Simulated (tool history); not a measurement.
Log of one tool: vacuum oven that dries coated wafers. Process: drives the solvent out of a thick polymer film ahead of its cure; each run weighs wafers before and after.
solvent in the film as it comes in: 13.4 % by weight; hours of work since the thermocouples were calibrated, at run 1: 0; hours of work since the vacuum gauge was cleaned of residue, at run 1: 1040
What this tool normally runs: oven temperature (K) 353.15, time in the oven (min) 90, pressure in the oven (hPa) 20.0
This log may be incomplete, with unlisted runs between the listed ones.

run   hour  oven temperature (K)  time in the oven (min)  pressure in the oven (hPa)  hours of work since the thermocouples were calibrated  hours of work since the vacuum gauge was cleaned of residue  solvent left in the film (%)
  1    0.0                353.15                      90                        20.0                                                      0                                                         1040                          3.92
  2   23.3                347.15                      90                        20.0                                                     18                                                         1058                          5.76
  3   43.9                353.15                      90                        20.0                                                     34                                                         1074                          3.96
  4   71.3                353.15                      90                        20.0                                                     55                                                         1096                          4.00
  5  107.2                353.15                      46                        20.0                                                     83                                                         1124                          6.20
  6  140.0                353.15                      81                        20.0                                                    109                                                         1149                          4.46
  7  174.6                360.15                      90                        20.0                                                    136                                                         1176                          2.35
  8  205.5                353.15                      90                        20.0                                                    160                                                         1200                          4.10
  9  241.6                353.15                      90                        20.0                                                    188                                                         1228                          4.00
 10  271.5                353.15                      90                        20.0                                                    211                                                         1251                          3.99
 11  308.3                353.15                      90                        20.0                                                    240                                                         1280                          4.19
 12  343.9                353.15                      90                        12.7                                                    267                                                         1307                          3.61
 13  360.2                353.15                      85                        12.7                                                    280                                                         1320                          3.89
 14  395.3                353.15                      85                        12.7                                                    307                                                         1347                          3.80
 15  413.6                353.15                      90                        24.6                                                    321                                                         1362                          4.54
 16  436.3                353.15                      90                        24.6                                                    339                                                         1379                          4.48
 17  451.8                353.15                      90                        24.6                                                    351                                                         1391                          4.51
 18  473.4                353.15                      90                        24.6                                                    368                                                         1408                          4.44
 19  508.3                353.15                      90                        24.6                                                    395                                                         1435                          4.50
 20  535.3                353.15                      90                        20.0                                                    416                                                         1456                          4.30
 21  555.1                350.15                      90                        20.0                                                    431                                                         1471                          5.11
 22  587.1                350.15                      90                        20.0                                                    456                                                         1496                          5.14
 23  608.4                350.15                      90                        20.0                                                    473                                                         1513                          5.18
 24  628.4                350.15                      90                        20.0                                                    488                                                         1528                          5.13
     637.4  -- vacuum gauge cleaned of residue and calibrated
 25  656.5                360.15                      98                        43.3                                                    509                                                           15                          3.46
 26  686.9                360.15                      98                        43.3                                                    533                                                           38                          3.41
 27  710.9                361.15                      61                        78.5                                                    551                                                           57                          6.18
 28  739.2                344.15                      50                        12.5                                                    573                                                           79                          7.78
 29  773.1                353.15                      64                        17.9                                                    600                                                          105                          5.00
 30  806.0                343.15                      75                        17.8                                                    625                                                          131                          7.49
     815.5  -- oven's thermocouples calibrated
 31  842.2                343.15                      87                        16.1                                                     21                                                          158                          6.48
 32  859.9                343.15                     129                        21.8                                                     35                                                          171                          5.88
 33  886.3                343.15                     129                        14.8                                                     55                                                          192                          5.26
 34  916.0                343.15                     129                        14.8                                                     78                                                          215                          5.24
 35  936.8                343.15                     129                        14.8                                                     94                                                          231                          5.35
 36  973.8                359.15                     129                        70.7                                                    123                                                          260                          4.96
 37  994.0                359.15                     129                        70.7                                                    139                                                          276                          5.11

What does the tool deliver on the next run?
 38  1023.8                354.15                      75                        27.3                                                    162                                                          299                             ?

{"run 38": {"solvent left in the film (%)": 4.66}}
With the hidden condition absent and the run-to-run variation left alone, this run would have shown solvent left in the film (%) 4.50.
